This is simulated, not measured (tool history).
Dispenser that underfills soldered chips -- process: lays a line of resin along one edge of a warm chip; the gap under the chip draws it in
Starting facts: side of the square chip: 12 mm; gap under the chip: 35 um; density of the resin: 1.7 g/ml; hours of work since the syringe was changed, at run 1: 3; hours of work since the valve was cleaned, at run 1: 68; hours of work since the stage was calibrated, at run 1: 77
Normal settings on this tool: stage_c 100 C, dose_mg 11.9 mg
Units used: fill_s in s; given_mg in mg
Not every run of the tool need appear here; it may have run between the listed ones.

run,hour,stage_c,dose_mg,hours of work since the syringe was changed,hours of work since the valve was cleaned,hours of work since the stage was calibrated,fill_s,given_mg
1,0.0,100,11.9,3,68,77,300.5,11.16
2,5.9,100,11.9,8,73,82,411.8,11.13
3,8.8,100,10.5,10,75,84,519.3,9.84
# hour 9.8: new syringe of resin
4,13.0,100,10.5,2,78,87,295.2,9.81
# hour 17.2: dispensing valve cleaned and set on the balance
5,17.5,100,10.5,5,0,89,346.8,10.49
6,20.3,100,11.9,7,2,92,394.4,11.83
7,23.0,100,11.9,9,4,94,460.0,11.91
# hour 24.9: new syringe of resin
8,27.3,100,11.9,2,7,97,263.1,11.85
9,30.1,100,11.9,4,10,99,304.1,11.79
10,33.1,100,11.9,6,12,101,363.2,11.87
11,36.7,100,10.3,9,15,104,460.6,10.12
# hour 39.3: new syringe of resin
12,42.9,100,11.9,3,19,108,286.4,11.64
13,46.8,100,11.9,6,22,111,358.3,11.78

Forecast run 14:
14,50.6,103,12.2,9,25,114,?,?

{"run 14": {"fill_s": 394.2, "given_mg": 11.96}}
The same run, on a tool lacking any hidden state, would have yielded fill_s 212.0 s, given_mg 12.22 mg.
